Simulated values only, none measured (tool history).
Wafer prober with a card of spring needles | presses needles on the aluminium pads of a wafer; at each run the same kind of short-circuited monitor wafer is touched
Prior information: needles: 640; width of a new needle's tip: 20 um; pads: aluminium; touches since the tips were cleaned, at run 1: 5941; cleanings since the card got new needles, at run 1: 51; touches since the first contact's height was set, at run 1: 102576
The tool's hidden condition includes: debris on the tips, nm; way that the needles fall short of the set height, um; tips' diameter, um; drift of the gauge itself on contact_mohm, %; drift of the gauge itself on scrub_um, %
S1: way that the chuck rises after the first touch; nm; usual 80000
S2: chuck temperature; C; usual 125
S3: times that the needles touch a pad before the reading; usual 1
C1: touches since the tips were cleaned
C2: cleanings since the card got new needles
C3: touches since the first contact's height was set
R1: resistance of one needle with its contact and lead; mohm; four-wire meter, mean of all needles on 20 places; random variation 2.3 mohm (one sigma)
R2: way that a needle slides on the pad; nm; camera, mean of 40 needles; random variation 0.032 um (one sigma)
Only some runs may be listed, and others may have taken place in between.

run,day,S1,S2,S3,C1,C2,C3,R1,R2
1,0,80000,125,1,5941,51,102576,266,16460
# day 0.142: tips cleaned on abrasive film
# day 0.704: tips cleaned on abrasive film
# day 1.262: tips cleaned on abrasive film
# day 1.821: tips cleaned on abrasive film
2,2.133,80000,125,1,3934,55,129350,266,16460
# day 2.417: tips cleaned on abrasive film
# day 2.975: tips cleaned on abrasive film
# day 3.125: height of the first contact set anew
# day 3.546: tips cleaned on abrasive film
# day 4.246: tips cleaned on abrasive film
3,4.471,80000,125,1,2849,59,16904,267,16440
# day 4.892: tips cleaned on abrasive film
# day 5.45: tips cleaned on abrasive film
# day 6.012: tips cleaned on abrasive film
# day 6.571: tips cleaned on abrasive film
# day 7.129: tips cleaned on abrasive film
# day 7.692: tips cleaned on abrasive film
# day 8.25: tips cleaned on abrasive film
4,8.321,80000,125,1,889,66,65232,267,16460
# day 8.879: tips cleaned on abrasive film
# day 9.579: tips cleaned on abrasive film
# day 10.138: tips cleaned on abrasive film
# day 10.7: tips cleaned on abrasive film
# day 11.258: tips cleaned on abrasive film
# day 11.817: tips cleaned on abrasive film
# day 12.412: tips cleaned on abrasive film
5,12.412,80000,125,1,0,73,116637,269,16460
# day 12.975: tips cleaned on abrasive film
# day 13.533: tips cleaned on abrasive film
# day 14.092: tips cleaned on abrasive film
# day 14.521: height of the first contact set anew
6,14.621,80000,125,1,6522,76,1251,266,16460
# day 14.762: tips cleaned on abrasive film
# day 15.325: tips cleaned on abrasive film
# day 15.883: tips cleaned on abrasive film
# day 16.442: tips cleaned on abrasive film
7,16.525,80000,125,1,1042,80,25134,266,16470
# day 17.088: tips cleaned on abrasive film
# day 17.646: tips cleaned on abrasive film
# day 18.346: tips cleaned on abrasive film
# day 19.042: tips cleaned on abrasive film
8,19.054,80000,125,1,124,84,56884,267,16450
# day 19.612: tips cleaned on abrasive film
# day 20.171: tips cleaned on abrasive film
# day 20.733: tips cleaned on abrasive film
# day 21.292: tips cleaned on abrasive film
# day 21.85: tips cleaned on abrasive film
9,21.954,80000,125,1,1285,89,93308,265,16420
# day 22.512: tips cleaned on abrasive film
# day 23.071: tips cleaned on abrasive film
# day 23.633: tips cleaned on abrasive film
# day 24.192: tips cleaned on abrasive film
10,24.279,80000,125,1,1120,93,122541,269,16470
# day 24.842: tips cleaned on abrasive film
# day 25.4: tips cleaned on abrasive film
# day 25.829: height of the first contact set anew
# day 25.971: tips cleaned on abrasive film
# day 26.533: tips cleaned on abrasive film
# day 27.092: tips cleaned on abrasive film
11,27.167,80000,125,1,958,98,16771,265,16420
# day 27.729: tips cleaned on abrasive film
# day 28.288: tips cleaned on abrasive film
# day 28.846: tips cleaned on abrasive film
# day 29.408: tips cleaned on abrasive film
# day 29.967: tips cleaned on abrasive film
# day 30.525: tips cleaned on abrasive film
# day 31.088: tips cleaned on abrasive film
12,31.429,80000,125,1,4338,105,70304,267,16450
# day 31.712: tips cleaned on abrasive film
# day 32.271: tips cleaned on abrasive film
# day 32.829: tips cleaned on abrasive film
13,33.292,74000,38,1,5823,108,93697,243,15230
# day 33.433: tips cleaned on abrasive film
# day 33.992: tips cleaned on abrasive film
# day 34.554: tips cleaned on abrasive film
# day 35.112: tips cleaned on abrasive film
14,35.479,82000,41,2,4624,112,121162,242,16840
# day 35.758: tips cleaned on abrasive film
# day 36.321: tips cleaned on abrasive film
# day 36.879: tips cleaned on abrasive film
# day 37.171: height of the first contact set anew
# day 37.454: tips cleaned on abrasive film
15,37.6,80000,125,2,1896,116,5410,268,16480
# day 38.021: tips cleaned on abrasive film
# day 38.583: tips cleaned on abrasive film
# day 39.142: tips cleaned on abrasive film
# day 39.7: tips cleaned on abrasive film
# day 40.4: tips cleaned on abrasive film
# day 41.1: tips cleaned on abrasive film
16,41.158,99000,125,1,725,122,50057,263,20390
# day 41.717: tips cleaned on abrasive film
# day 42.417: tips cleaned on abrasive film
# day 43.112: tips cleaned on abrasive film
17,43.408,99000,125,1,3746,125,78401,262,20330
# day 43.692: tips cleaned on abrasive film
# day 44.25: tips cleaned on abrasive film
# day 44.812: tips cleaned on abrasive film
# day 45.371: tips cleaned on abrasive film
# day 46.071: tips cleaned on abrasive film
# day 46.629: tips cleaned on abrasive film
18,47.017,99000,125,1,4913,131,123724,263,20360
# day 47.3: tips cleaned on abrasive film
# day 47.858: tips cleaned on abrasive film
# day 48.421: tips cleaned on abrasive film
# day 48.571: height of the first contact set anew
# day 48.992: tips cleaned on abrasive film
# day 49.55: tips cleaned on abrasive film
19,49.592,99000,26,1,498,136,12797,236,20360
# day 50.15: tips cleaned on abrasive film
# day 50.708: tips cleaned on abrasive film
# day 51.408: tips cleaned on abrasive film
# day 51.967: tips cleaned on abrasive film
# day 52.667: tips cleaned on abrasive film
# day 53.225: tips cleaned on abrasive film
20,53.342,80000,44,2,1466,142,59943,246,16490
# day 53.904: tips cleaned on abrasive film
# day 54.462: tips cleaned on abrasive film
# day 55.021: tips cleaned on abrasive film
21,55.112,80000,44,2,1147,145,82173,243,16480
# day 55.671: tips cleaned on abrasive film
# day 56.371: tips cleaned on abrasive film
# day 56.929: tips cleaned on abrasive film
# day 57.492: tips cleaned on abrasive film
22,57.55,63000,35,1,749,149,112791,248,12960
# day 58.108: tips cleaned on abrasive film
# day 58.671: tips cleaned on abrasive film
# day 59.229: tips cleaned on abrasive film
# day 59.788: tips cleaned on abrasive film
# day 59.942: height of the first contact set anew
# day 60.362: tips cleaned on abrasive film
# day 61.058: tips cleaned on abrasive film
# day 61.621: tips cleaned on abrasive film
23,61.804,63000,113,2,2356,156,23440,269,12970

Consider 4 possible next runs. They are alternatives, not a sequence: every one starts from the tool as it was left by run 23. What does each give?
# day 62.225: tips cleaned on abrasive film
# day 62.788: tips cleaned on abrasive film
# day 63.346: tips cleaned on abrasive film
# day 63.904: tips cleaned on abrasive film
# day 64.504: tips cleaned on abrasive film
A,64.504,80000,32,1,0,161,57301,?,?
# day 62.225: tips cleaned on abrasive film
# day 62.788: tips cleaned on abrasive film
# day 63.346: tips cleaned on abrasive film
# day 63.904: tips cleaned on abrasive film
# day 64.504: tips cleaned on abrasive film
B,64.504,63000,31,2,0,161,57301,?,?
# day 62.225: tips cleaned on abrasive film
# day 62.788: tips cleaned on abrasive film
# day 63.346: tips cleaned on abrasive film
# day 63.904: tips cleaned on abrasive film
# day 64.504: tips cleaned on abrasive film
C,64.504,80000,44,1,0,161,57301,?,?
# day 62.225: tips cleaned on abrasive film
# day 62.788: tips cleaned on abrasive film
# day 63.346: tips cleaned on abrasive film
# day 63.904: tips cleaned on abrasive film
# day 64.504: tips cleaned on abrasive film
D,64.504,68000,113,2,0,161,57301,?,?

run,R1,R2
A,243,16470
B,250,12990
C,245,16480
D,267,14000
Without the tool's hidden state the same runs would have given:
run,R1,R2
A,243,16480
B,250,12990
C,245,16490
D,266,14000
